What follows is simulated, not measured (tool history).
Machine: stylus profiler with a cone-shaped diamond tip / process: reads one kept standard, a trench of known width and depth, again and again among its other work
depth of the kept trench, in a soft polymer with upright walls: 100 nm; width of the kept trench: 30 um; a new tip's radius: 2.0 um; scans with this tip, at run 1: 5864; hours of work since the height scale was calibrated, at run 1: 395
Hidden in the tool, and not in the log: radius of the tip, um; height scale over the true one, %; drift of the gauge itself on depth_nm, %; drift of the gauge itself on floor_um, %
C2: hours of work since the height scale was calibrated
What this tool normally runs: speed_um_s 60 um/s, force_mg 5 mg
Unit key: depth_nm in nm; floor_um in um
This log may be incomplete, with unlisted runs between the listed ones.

run 1 hour=0 | speed_um_s=60 force_mg=5 | scans_with_this_tip=5864 C2=395 | depth_nm=102.57 floor_um=28.2
run 2 hour=72.7 | speed_um_s=60 force_mg=5 | scans_with_this_tip=6392 C2=430 | depth_nm=102.53 floor_um=28.2
run 3 hour=130.6 | speed_um_s=60 force_mg=5 | scans_with_this_tip=6813 C2=459 | depth_nm=102.52 floor_um=28.16
run 4 hour=160.6 | speed_um_s=60 force_mg=5 | scans_with_this_tip=7030 C2=473 | depth_nm=102.51 floor_um=28.21
run 5 hour=204.9 | speed_um_s=60 force_mg=5 | scans_with_this_tip=7353 C2=495 | depth_nm=102.54 floor_um=28.12
run 6 hour=236.8 | speed_um_s=60 force_mg=5 | scans_with_this_tip=7585 C2=511 | depth_nm=102.53 floor_um=28.18
run 7 hour=290.1 | speed_um_s=60 force_mg=5 | scans_with_this_tip=7971 C2=537 | depth_nm=102.49 floor_um=28.11
run 8 hour=327 | speed_um_s=60 force_mg=5 | scans_with_this_tip=8240 C2=555 | depth_nm=102.5 floor_um=28.12
run 9 hour=367.9 | speed_um_s=60 force_mg=5 | scans_with_this_tip=8537 C2=575 | depth_nm=102.45 floor_um=28.1
run 10 hour=431.9 | speed_um_s=60 force_mg=5 | scans_with_this_tip=9002 C2=606 | depth_nm=102.47 floor_um=28.12
run 11 hour=491.9 | speed_um_s=60 force_mg=6.4 | scans_with_this_tip=9438 C2=635 | depth_nm=102.95 floor_um=28.08
run 12 hour=537.1 | speed_um_s=60 force_mg=6.4 | scans_with_this_tip=9766 C2=658 | depth_nm=102.93 floor_um=28.08
run 13 hour=571 | speed_um_s=60 force_mg=6.4 | scans_with_this_tip=10013 C2=674 | depth_nm=102.93 floor_um=28.07
run 14 hour=619.3 | speed_um_s=41 force_mg=2.72 | scans_with_this_tip=10363 C2=698 | depth_nm=101.47 floor_um=28.05
run 15 hour=668.7 | speed_um_s=37 force_mg=3.71 | scans_with_this_tip=10723 C2=722 | depth_nm=101.9 floor_um=28.06
-- hour=675.9 height scale calibrated on a step standard
-- hour=716.3 new tip fitted, height scale calibrated
run 16 hour=731.1 | speed_um_s=137 force_mg=2.42 | scans_with_this_tip=108 C2=7 | depth_nm=101.67 floor_um=28.1
run 17 hour=788.1 | speed_um_s=137 force_mg=2.42 | scans_with_this_tip=522 C2=35 | depth_nm=101.66 floor_um=28.07
run 18 hour=848.6 | speed_um_s=137 force_mg=2.42 | scans_with_this_tip=961 C2=65 | depth_nm=101.62 floor_um=28.04
run 19 hour=916.6 | speed_um_s=137 force_mg=2.42 | scans_with_this_tip=1455 C2=98 | depth_nm=101.62 floor_um=28
run 20 hour=976.4 | speed_um_s=137 force_mg=2.42 | scans_with_this_tip=1890 C2=127 | depth_nm=101.6 floor_um=27.96
run 21 hour=1034.9 | speed_um_s=68 force_mg=7.69 | scans_with_this_tip=2315 C2=156 | depth_nm=103.58 floor_um=28.48
-- hour=1058.2 height scale calibrated on a step standard, once more
run 22 hour=1103 | speed_um_s=68 force_mg=7.69 | scans_with_this_tip=2806 C2=22 | depth_nm=103.73 floor_um=28.39
run 23 hour=1144 | speed_um_s=68 force_mg=7.69 | scans_with_this_tip=3104 C2=42 | depth_nm=103.68 floor_um=28.34
run 24 hour=1212.9 | speed_um_s=44 force_mg=1.85 | scans_with_this_tip=3605 C2=76 | depth_nm=101.36 floor_um=28.32
run 25 hour=1271.4 | speed_um_s=28 force_mg=8.19 | scans_with_this_tip=4030 C2=104 | depth_nm=103.79 floor_um=28.44
run 26 hour=1317.6 | speed_um_s=60 force_mg=9.27 | scans_with_this_tip=4366 C2=127 | depth_nm=104.12 floor_um=28.37

Here are 4 independent what-if runs from the current tool condition. What would each one return?
run A hour=1371.7 | speed_um_s=204 force_mg=5 | scans_with_this_tip=4759 C2=153 | depth_nm=? floor_um=?
run B hour=1371.7 | speed_um_s=31 force_mg=3.2 | scans_with_this_tip=4759 C2=153 | depth_nm=? floor_um=?
run C hour=1371.7 | speed_um_s=96 force_mg=3.56 | scans_with_this_tip=4759 C2=153 | depth_nm=? floor_um=?
run D hour=1371.7 | speed_um_s=33 force_mg=7.12 | scans_with_this_tip=4759 C2=153 | depth_nm=? floor_um=?

run=A depth_nm=102.68 floor_um=27.84
run=B depth_nm=101.98 floor_um=28.34
run=C depth_nm=102.13 floor_um=28.12
run=D depth_nm=103.46 floor_um=28.38
Stripped of hidden state, with their random variation kept, the same runs would have yielded:
run=A depth_nm=102.78 floor_um=28.1
run=B depth_nm=102.08 floor_um=28.6
run=C depth_nm=102.23 floor_um=28.38
run=D depth_nm=103.57 floor_um=28.64
